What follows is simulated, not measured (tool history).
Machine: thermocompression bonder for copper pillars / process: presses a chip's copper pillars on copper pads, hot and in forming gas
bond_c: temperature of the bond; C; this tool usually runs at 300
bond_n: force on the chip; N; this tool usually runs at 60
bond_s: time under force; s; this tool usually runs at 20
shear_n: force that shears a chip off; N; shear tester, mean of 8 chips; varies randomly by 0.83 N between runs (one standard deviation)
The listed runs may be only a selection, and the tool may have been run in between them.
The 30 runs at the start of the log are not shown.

| run | day | bond_c | bond_n | bond_s | shear_n |
|---|---|---|---|---|---|
| 31 | 11.5 | 283 | 36 | 60 | 62.2 |
| 32 | 11.938 | 322 | 60 | 20 | 79.2 |
| 33 | 12.192 | 286 | 60 | 42 | 70.4 |
| 34 | 12.738 | 280 | 84 | 22 | 65.9 |
| 35 | 13.275 | 317 | 54 | 21 | 74.7 |
| 36 | 13.671 | 317 | 54 | 21 | 74.2 |
| 37 | 13.996 | 317 | 54 | 21 | 72.3 |
| 38 | 14.546 | 317 | 56 | 20 | 74.5 |
| 39 | 14.804 | 300 | 40 | 11 | 43.7 |
| 40 | 15.1 | 321 | 41 | 20 | 66.9 |
| 41 | 15.412 | 329 | 57 | 20 | 81.5 |

Predict each of these 3 candidate next runs independently; none follows another, all start after run 41:
| A | 15.821 | 329 | 57 | 40 | ? |
| B | 15.821 | 306 | 78 | 41 | ? |
| C | 15.821 | 281 | 57 | 20 | ? |

| run | shear_n |
|---|---|
| A | 93.1 |
| B | 88.9 |
| C | 52.8 |
Stripped of hidden state, with their random variation kept, the same runs would have yielded:
| run | shear_n |
|---|---|
| A | 94 |
| B | 89.7 |
| C | 53.2 |
